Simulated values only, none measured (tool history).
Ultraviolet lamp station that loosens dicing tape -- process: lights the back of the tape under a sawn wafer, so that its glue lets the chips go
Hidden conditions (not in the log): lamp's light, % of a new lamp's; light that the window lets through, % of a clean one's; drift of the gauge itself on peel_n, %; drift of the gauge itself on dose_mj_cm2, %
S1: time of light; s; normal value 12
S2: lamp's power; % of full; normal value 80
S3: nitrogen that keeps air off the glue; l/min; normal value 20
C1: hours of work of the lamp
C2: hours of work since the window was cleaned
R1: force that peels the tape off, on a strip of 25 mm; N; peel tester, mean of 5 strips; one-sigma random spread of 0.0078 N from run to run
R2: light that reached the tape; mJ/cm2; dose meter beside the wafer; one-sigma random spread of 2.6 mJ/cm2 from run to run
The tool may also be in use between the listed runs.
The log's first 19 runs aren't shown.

run   hour  S1  S2  S3   C1   C2     R1   R2
 20  199.6  12  80  20  233   11   0.36  319
 21  205.7  12  80  20  238   16  0.358  318
 22  211.3  12  80  20  243   20   0.35  315
 23  217.4  17  72  23  248   25  0.173  402
 24    223  11  86   7  252   29  1.032  312
 25  231.6  11  86   7  259   36  1.032  310
 26  243.8  11  86   7  269   46   1.02  305
 27  250.3   7  80  29  274   51  0.904  180
 28    256  18  94  12  278   56   0.17  548
 29  264.1  18  64  11  285   62  0.462  374
 30  272.7  18  64  11  292   69  0.462  369
 31  280.3  18  64  11  298   75   0.45  372
 32  287.1  18  64  11  303   80  0.469  371
 33  298.9  18  64  11  312   90  0.465  371
 34  311.4  18  64  11  322  100  0.461  372
 35  319.5  16  81  13  329  106  0.291  410
 36  325.8   7  86  32  334  111  0.778  192
 37  339.1  16  68  20  344  122  0.304  343
 38  351.5  17  71  10  354  132  0.488  380
 39  362.3   7  95   7  363  140  1.839  210
 40  375.4   7  95   7  373  151   1.89  206
 41  383.8   7  95   7  380  157  1.862  212
 42    393   7  91  20  387  165  1.046  198
 43  405.6   7  91  20  397  175  1.022  198

Below are 5 alternative next runs, each starting from the tool's condition after run 43. Predict each:
  A  416.6   7  61  20  406  184   ?   ?
  B  416.6  12  82  17  406  184   ?   ?
  C  416.6   7  92  20  406  184   ?   ?
  D  416.6   6  64  20  406  184   ?   ?
  E  416.6  16  87  39  406  184   ?   ?

run     R1   R2
  A  1.841  134
  B  0.469  299
  C  1.005  199
  D  2.231  118
  E  0.102  428
With no hidden state in the tool, these same runs would have given:
run     R1   R2
  A  1.519  154
  B  0.326  345
  C   0.76  229
  D  1.876  136
  E  0.084  494
